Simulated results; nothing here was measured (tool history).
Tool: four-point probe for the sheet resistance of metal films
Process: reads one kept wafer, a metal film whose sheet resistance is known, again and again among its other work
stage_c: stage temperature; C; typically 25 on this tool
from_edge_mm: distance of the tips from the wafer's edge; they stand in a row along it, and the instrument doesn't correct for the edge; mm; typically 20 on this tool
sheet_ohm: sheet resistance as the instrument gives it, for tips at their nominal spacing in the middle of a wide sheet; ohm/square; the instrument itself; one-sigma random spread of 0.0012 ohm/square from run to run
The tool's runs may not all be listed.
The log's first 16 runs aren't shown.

| run | hour | stage_c | from_edge_mm | touches since the probe head was changed | hours of work since the stage's thermometer was calibrated | sheet_ohm |
|---|---|---|---|---|---|---|
| 17 | 336.8 | 24 | 20 | 22998 | 281 | 6.217809 |
| 18 | 363.6 | 24 | 46 | 23928 | 301 | 6.210437 |
| 19 | 394.4 | 24 | 46 | 24999 | 324 | 6.212539 |
| 20 | 408.7 | 24 | 46 | 25496 | 335 | 6.215375 |
| 21 | 431.7 | 25 | 20 | 26293 | 352 | 6.219644 |
| 22 | 454.7 | 25 | 20 | 27094 | 369 | 6.220715 |
| 23 | 478.3 | 25 | 20 | 27913 | 387 | 6.221439 |
| 24 | 498.3 | 25 | 20 | 28608 | 402 | 6.220901 |
| 25 | 528.7 | 25 | 20 | 29663 | 424 | 6.223758 |
| 26 | 547.1 | 25 | 70 | 30302 | 438 | 6.215171 |
| 27 | 563.3 | 25 | 70 | 30865 | 450 | 6.217567 |
| 28 | 586.2 | 19 | 20 | 31661 | 467 | 6.234182 |
| 29 | 614.7 | 29 | 20 | 32650 | 489 | 6.219191 |
| 30 | 645.6 | 29 | 20 | 33723 | 512 | 6.218321 |
| 31 | 663.7 | 29 | 20 | 34352 | 525 | 6.220632 |
| 32 | 684.5 | 18 | 18 | 35073 | 541 | 6.241525 |
| 33 | 714.9 | 34 | 41 | 36130 | 563 | 6.207614 |
| 34 | 742.4 | 24 | 6 | 37085 | 584 | 6.314158 |
| 35 | 763.1 | 24 | 6 | 37805 | 599 | 6.313792 |
| 36 | 789.1 | 29 | 10 | 38707 | 619 | 6.247871 |
| 37 | 810.8 | 34 | 39 | 39462 | 635 | 6.209749 |

Forecast run 38:
| 38 | 832.2 | 25 | 5 | 40205 | 651 | ? |

{"run 38": {"sheet_ohm": 6.352826}}
If the tool had no hidden condition, the same run with the same run-to-run variation would have returned sheet_ohm 6.319062 ohm/square.

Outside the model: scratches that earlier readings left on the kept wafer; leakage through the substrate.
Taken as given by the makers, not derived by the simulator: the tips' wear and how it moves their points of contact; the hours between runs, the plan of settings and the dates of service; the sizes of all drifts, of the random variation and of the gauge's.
